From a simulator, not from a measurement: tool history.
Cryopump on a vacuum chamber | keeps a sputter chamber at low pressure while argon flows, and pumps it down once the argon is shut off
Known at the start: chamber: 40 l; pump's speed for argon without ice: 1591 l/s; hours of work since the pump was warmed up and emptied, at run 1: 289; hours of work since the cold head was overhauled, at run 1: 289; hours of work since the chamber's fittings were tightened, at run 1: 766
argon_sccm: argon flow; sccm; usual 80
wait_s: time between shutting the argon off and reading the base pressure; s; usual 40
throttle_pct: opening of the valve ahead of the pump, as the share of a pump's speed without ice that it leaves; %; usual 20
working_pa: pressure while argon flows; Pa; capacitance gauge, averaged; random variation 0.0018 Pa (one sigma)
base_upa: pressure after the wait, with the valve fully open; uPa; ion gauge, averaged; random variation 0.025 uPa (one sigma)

| run | day | argon_sccm | wait_s | throttle_pct | hours of work since the pump was warmed up and emptied | hours of work since the cold head was overhauled | hours of work since the chamber's fittings were tightened | working_pa | base_upa |
|---|---|---|---|---|---|---|---|---|---|
| 1 | 0.000 | 80 | 40 | 20 | 289 | 289 | 766 | 0.4365 | 1.86 |
| 2 | 0.892 | 102 | 40 | 20 | 299 | 299 | 777 | 0.5568 | 1.89 |
| 3 | 1.725 | 80 | 94 | 20 | 309 | 309 | 786 | 0.4389 | 1.42 |
| 4 | 2.942 | 80 | 94 | 20 | 323 | 323 | 800 | 0.4359 | 1.41 |
| 5 | 3.575 | 80 | 40 | 27 | 330 | 330 | 807 | 0.3272 | 1.91 |
| 6 | 4.712 | 80 | 40 | 27 | 343 | 343 | 821 | 0.3290 | 1.89 |
| 7 | 5.942 | 55 | 40 | 27 | 357 | 357 | 835 | 0.2266 | 1.97 |
| 8 | 6.546 | 55 | 40 | 27 | 364 | 364 | 842 | 0.2268 | 1.95 |
| 9 | 7.075 | 80 | 40 | 20 | 370 | 370 | 848 | 0.4416 | 1.97 |
| 10 | 7.792 | 136 | 40 | 20 | 378 | 378 | 856 | 0.7483 | 2.02 |
| 11 | 8.692 | 136 | 40 | 20 | 389 | 389 | 866 | 0.7459 | 1.96 |
| 12 | 9.267 | 63 | 74 | 23 | 395 | 395 | 873 | 0.3011 | 1.58 |
| 13 | 9.900 | 87 | 40 | 20 | 403 | 403 | 880 | 0.4772 | 2.05 |
| 14 | 10.658 | 80 | 112 | 20 | 411 | 411 | 889 | 0.4427 | 1.47 |
| 15 | 11.388 | 95 | 112 | 34 | 420 | 420 | 897 | 0.3149 | 1.56 |
| 16 | 11.996 | 95 | 112 | 34 | 427 | 427 | 904 | 0.3163 | 1.52 |
| 17 | 12.975 | 51 | 54 | 37 | 438 | 438 | 916 | 0.1560 | 1.85 |
| 18 | 13.562 | 80 | 51 | 16 | 445 | 445 | 922 | 0.5507 | 1.84 |
| 19 | 14.521 | 39 | 120 | 16 | 456 | 456 | 934 | 0.2674 | 1.59 |
| 20 | 15.321 | 103 | 250 | 16 | 465 | 465 | 943 | 0.7033 | 1.45 |
| 21 | 15.954 | 103 | 250 | 16 | 472 | 472 | 950 | 0.7079 | 1.43 |

3 ways to go on from here, each from the tool as it stands after run 21. What would each give?
| A | 16.600 | 42 | 80 | 18 | 480 | 480 | 957 | ? | ? |
| B | 16.600 | 103 | 250 | 59 | 480 | 480 | 957 | ? | ? |
| C | 16.600 | 68 | 40 | 20 | 480 | 480 | 957 | ? | ? |

| run | working_pa | base_upa |
|---|---|---|
| A | 0.2576 | 1.77 |
| B | 0.2119 | 1.39 |
| C | 0.3791 | 2.23 |
Without the tool's hidden state the same runs would have given:
| run | working_pa | base_upa |
|---|---|---|
| A | 0.2475 | 0.62 |
| B | 0.1870 | 0.29 |
| C | 0.3627 | 1.08 |
